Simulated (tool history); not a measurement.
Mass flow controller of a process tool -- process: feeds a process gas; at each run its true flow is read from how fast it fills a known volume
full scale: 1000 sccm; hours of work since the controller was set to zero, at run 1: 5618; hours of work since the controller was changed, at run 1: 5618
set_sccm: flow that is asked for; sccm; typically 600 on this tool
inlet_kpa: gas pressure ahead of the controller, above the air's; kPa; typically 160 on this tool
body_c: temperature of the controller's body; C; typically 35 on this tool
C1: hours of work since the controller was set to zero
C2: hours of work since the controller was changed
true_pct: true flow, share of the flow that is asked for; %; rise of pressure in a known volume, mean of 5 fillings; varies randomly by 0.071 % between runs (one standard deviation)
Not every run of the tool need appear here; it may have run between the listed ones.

Run 1, hour 0: usual settings; C1 5618; C2 5618. Result: true_pct 99.48 %.
Run 2, hour 214.9: usual settings; C1 5747; C2 5747. Result: true_pct 99.42 %.
Run 3, hour 427.6: usual settings but set_sccm 133 sccm; C1 5874; C2 5874. Result: true_pct 98.17 %.
Run 4, hour 570.8: usual settings but set_sccm 133 sccm; C1 5960; C2 5960. Result: true_pct 98.24 %.
Run 5, hour 755.9: usual settings but set_sccm 133 sccm; C1 6071; C2 6071. Result: true_pct 98.35 %.
Run 6, hour 914.4: usual settings but set_sccm 133 sccm; C1 6166; C2 6166. Result: true_pct 98.31 %.
Run 7, hour 1030.1: usual settings but set_sccm 483 sccm; C1 6235; C2 6235. Result: true_pct 99.5 %.
Run 8, hour 1144.9: usual settings but inlet_kpa 168 kPa; C1 6304; C2 6304. Result: true_pct 99.53 %.
Run 9, hour 1259.8: usual settings but inlet_kpa 168 kPa; C1 6373; C2 6373. Result: true_pct 99.65 %.
Run 10, hour 1386.2: usual settings but set_sccm 217 sccm, body_c 28 C; C1 6448; C2 6448. Result: true_pct 98.32 %.
Run 11, hour 1633.8: usual settings but set_sccm 217 sccm, inlet_kpa 143 kPa, body_c 28 C; C1 6597; C2 6597. Result: true_pct 98.46 %.
At hour 1702.8: controller's zero set anew.
Run 12, hour 1746.4: usual settings but set_sccm 313 sccm, inlet_kpa 161 kPa, body_c 30 C; C1 26; C2 6664. Result: true_pct 98.72 %.
Run 13, hour 1952.9: usual settings but inlet_kpa 154 kPa, body_c 30 C; C1 150; C2 6788. Result: true_pct 99.6 %.
Run 14, hour 2161.7: usual settings but set_sccm 110 sccm, body_c 25 C; C1 275; C2 6913. Result: true_pct 98.15 %.
Run 15, hour 2343.9: usual settings but set_sccm 105 sccm, inlet_kpa 168 kPa; C1 384; C2 7022. Result: true_pct 98.48 %.
Run 16, hour 2579.2: usual settings but set_sccm 530 sccm, inlet_kpa 168 kPa, body_c 36 C; C1 525; C2 7163. Result: true_pct 99.95 %.
Run 17, hour 2810.9: usual settings but set_sccm 636 sccm, body_c 31 C; C1 664; C2 7301. Result: true_pct 100.16 %.

Branching from run 17: 5 alternative next runs. What would each branch give?
Run A, hour 3057.3: usual settings but set_sccm 110 sccm, inlet_kpa 257 kPa, body_c 22 C; C1 811; C2 7449. Result: true_pct ?.
Run B, hour 3057.3: usual settings but inlet_kpa 195 kPa; C1 811; C2 7449. Result: true_pct ?.
Run C, hour 3057.3: usual settings but set_sccm 111 sccm, inlet_kpa 169 kPa; C1 811; C2 7449. Result: true_pct ?.
Run D, hour 3057.3: usual settings but set_sccm 429 sccm, inlet_kpa 163 kPa; C1 811; C2 7449. Result: true_pct ?.
Run E, hour 3057.3: usual settings but set_sccm 109 sccm, inlet_kpa 172 kPa, body_c 31 C; C1 811; C2 7449. Result: true_pct ?.

run  true_pct
  A     97.66
  B     99.98
  C     98.69
  D     99.61
  E     98.48
With no hidden state in the tool, these same runs would have given:
run  true_pct
  A     96.96
  B     99.26
  C     97.98
  D      98.9
  E     97.77

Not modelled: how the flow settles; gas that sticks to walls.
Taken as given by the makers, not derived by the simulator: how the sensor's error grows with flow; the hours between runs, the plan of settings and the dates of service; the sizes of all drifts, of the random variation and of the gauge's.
